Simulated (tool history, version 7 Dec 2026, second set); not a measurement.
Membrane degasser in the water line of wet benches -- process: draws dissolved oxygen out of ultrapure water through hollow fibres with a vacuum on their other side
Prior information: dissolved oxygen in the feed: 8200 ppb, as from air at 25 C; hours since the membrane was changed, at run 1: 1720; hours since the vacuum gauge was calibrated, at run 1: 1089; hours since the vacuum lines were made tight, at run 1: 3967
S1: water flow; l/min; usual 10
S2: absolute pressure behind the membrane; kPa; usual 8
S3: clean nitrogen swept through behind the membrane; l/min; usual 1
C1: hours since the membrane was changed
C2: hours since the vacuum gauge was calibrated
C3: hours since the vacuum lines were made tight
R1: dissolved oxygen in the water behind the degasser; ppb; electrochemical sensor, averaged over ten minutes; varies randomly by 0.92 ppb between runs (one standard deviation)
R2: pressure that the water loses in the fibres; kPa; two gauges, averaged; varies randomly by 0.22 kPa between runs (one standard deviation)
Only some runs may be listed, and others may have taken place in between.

run    hour  S1     S2    S3    C1    C2    C3     R1     R2
  1       0  10      8     1  1720  1089  3967  121.5  55.48
  2    21.9  10      8     1  1742  1111  3989  122.9  55.86
  3    51.4  10      8     1  1771  1140  4019  120.9  55.73
  4    86.5  10      8     1  1806  1175  4054  122.2  55.35
  5   110.6  10  18.18     1  1830  1199  4078  360.2  55.59
  6   136.4  10  18.18     1  1856  1225  4104  362.3  55.44
  7   179.4   6      8     1  1899  1268  4147   77.3  33.64
  8   227.9   6      8     1  1948  1317  4195   77.5  33.14
  9   281.5   6      8     1  2001  1370  4249   76.4  33.18
 10   316.5  10      8     1  2036  1405  4284  124.6  56.24
 11   365.3  10    6.1     1  2085  1454  4333   77.3  55.75
 12     411  10    6.1     1  2131  1500  4378     77  55.77
 13   448.9  14    6.1     1  2169  1538  4416  118.9  78.04
 14   478.1  14    6.1     1  2198  1567  4445  118.4  78.18
 15   507.7  14    6.1     1  2228  1597  4475  121.7  78.53
 16   548.7  10      8     1  2268  1638  4516  125.2  56.02
 17   579.4  10  11.66  0.81  2299  1668  4547    256  55.73
 18     605  10  11.66  0.81  2325  1694  4572  250.9  56.15
 19   655.3  10  17.36  0.48  2375  1744  4623  647.3  55.98
 20   690.6  10  12.96  1.14  2410  1779  4658  219.5  55.39
 21   712.6   7  10.21  1.59  2432  1802  4680   83.1  38.84
 22   748.8   7  18.04  0.43  2469  1838  4716    562  39.21
 23     779  12  18.04  0.43  2499  1868  4746  828.7  67.39
 24     823   7    5.1  2.83  2543  1912  4790   13.8  39.24
 25   855.7  10      8     1  2576  1945  4823  125.8   56.2
 26   902.5  10   6.25     1  2622  1991  4870   83.6  56.11
 27     945  10  15.13  1.58  2665  2034  4912  194.6  55.43
 28   976.2  10  15.13  1.58  2696  2065  4943  196.8  55.95
 29  1016.1  14  14.21  1.14  2736  2105  4983  345.3  78.48
     1029.5  -- seals of the vacuum lines changed
 30    1061  14  14.21  1.14  2779  2148    31  328.2  77.71
 31  1096.9  10    6.9   0.5  2815  2184    67  172.9  55.91
 32  1143.7   8      8  1.41  2861  2231   114   69.4  44.29

Predict each of these 3 candidate next runs independently; none follows another, all start after run 32:
  A  1173.6   6      8     1  2891  2261  144   ?   ?
  B  1173.6  10   7.27  2.81  2891  2261  144   ?   ?
  C  1173.6  16  19.11  0.62  2891  2261  144   ?   ?

run     R1     R2
  A   73.2  33.44
  B   40.9  56.08
  C  859.7  89.95
Without the tool's hidden state the same runs would have given:
run     R1     R2
  A   70.1  32.84
  B   38.7  55.07
  C  847.3  88.33
